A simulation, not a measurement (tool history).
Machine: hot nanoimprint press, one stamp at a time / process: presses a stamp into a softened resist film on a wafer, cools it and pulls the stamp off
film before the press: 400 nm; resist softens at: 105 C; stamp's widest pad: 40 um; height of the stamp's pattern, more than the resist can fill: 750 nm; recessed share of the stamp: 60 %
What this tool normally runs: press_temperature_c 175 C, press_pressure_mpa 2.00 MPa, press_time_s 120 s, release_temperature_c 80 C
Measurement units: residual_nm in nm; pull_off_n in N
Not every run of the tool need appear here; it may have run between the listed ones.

Run 1, hour 0.0: usual settings. Result: residual_nm 161.8 nm, pull_off_n 232 N.
Run 2, hour 80.1: usual settings. Result: residual_nm 161.8 nm, pull_off_n 240 N.
Run 3, hour 160.0: usual settings. Result: residual_nm 160.8 nm, pull_off_n 251 N.
At hour 218.0: stamp cleaned and given a new release coat.
Run 4, hour 218.0: usual settings. Result: residual_nm 159.6 nm, pull_off_n 197 N.
Run 5, hour 256.7: usual settings. Result: residual_nm 159.0 nm, pull_off_n 201 N.
Run 6, hour 307.5: usual settings but release_temperature_c 82 C. Result: residual_nm 159.0 nm, pull_off_n 205 N.
Run 7, hour 384.5: usual settings but release_temperature_c 82 C. Result: residual_nm 157.2 nm, pull_off_n 209 N.
Run 8, hour 427.2: usual settings but release_temperature_c 82 C. Result: residual_nm 158.2 nm, pull_off_n 214 N.
At hour 483.0: press's hydraulic seals changed and the load cell set to zero.
Run 9, hour 499.2: usual settings but release_temperature_c 82 C. Result: residual_nm 151.2 nm, pull_off_n 235 N.
At hour 570.0: plate thermocouple calibrated.
At hour 576.0: stamp cleaned and given a new release coat.
Run 10, hour 577.8: usual settings. Result: residual_nm 144.0 nm, pull_off_n 192 N.
Run 11, hour 624.6: usual settings. Result: residual_nm 144.6 nm, pull_off_n 201 N.
Run 12, hour 707.5: usual settings but press_time_s 69 s. Result: residual_nm 175.8 nm, pull_off_n 206 N.
At hour 776.4: plate thermocouple calibrated, once more.
Run 13, hour 779.4: usual settings but press_temperature_c 177 C, press_pressure_mpa 2.37 MPa, press_time_s 62 s. Result: residual_nm 177.4 nm, pull_off_n 238 N.
Run 14, hour 826.8: usual settings but press_temperature_c 186 C, press_pressure_mpa 2.37 MPa, press_time_s 62 s. Result: residual_nm 141.0 nm, pull_off_n 246 N.
Run 15, hour 882.3: usual settings but press_temperature_c 186 C, press_pressure_mpa 2.37 MPa, press_time_s 62 s. Result: residual_nm 139.8 nm, pull_off_n 263 N.
At hour 925.2: stamp cleaned and given a new release coat.
Run 16, hour 937.8: usual settings but press_temperature_c 186 C, press_pressure_mpa 1.28 MPa, press_time_s 95 s, release_temperature_c 75 C. Result: residual_nm 164.1 nm, pull_off_n 231 N.
Run 17, hour 1000.3: usual settings but press_temperature_c 169 C, press_pressure_mpa 2.07 MPa, release_temperature_c 68 C. Result: residual_nm 186.1 nm, pull_off_n 270 N.
Run 18, hour 1046.8: usual settings but press_pressure_mpa 1.54 MPa. Result: residual_nm 179.4 nm, pull_off_n 223 N.
Run 19, hour 1128.1: usual settings but press_temperature_c 168 C, press_pressure_mpa 2.93 MPa. Result: residual_nm 158.6 nm, pull_off_n 234 N.

For some of the steps in residual_nm from one run to the next: how much would appear even if the tool had no hidden state, given the settings, what came in and random variation, and how much remains for the hidden state plus any gauge scatter that the measured result and the result without hidden state don't share?
The hidden state here: true temperature over the reading, C; pressure that arrives at the usual setting, %; grip of the stamp's worn release coat, % over a new coat's; drift of the gauge itself on residual_nm, %; drift of the gauge itself on pull_off_n, %.
Run 12 -> 13: press_temperature_c 175 -> 177, press_pressure_mpa 2.00 -> 2.37, press_time_s 69 -> 62, plate thermocouple calibrated, once more. residual_nm +1.6 nm: hidden state +19.0, all else -17.4.
Run 13 -> 14: press_temperature_c 177 -> 186. residual_nm -36.4 nm: hidden state -0.4, all else -36.0.
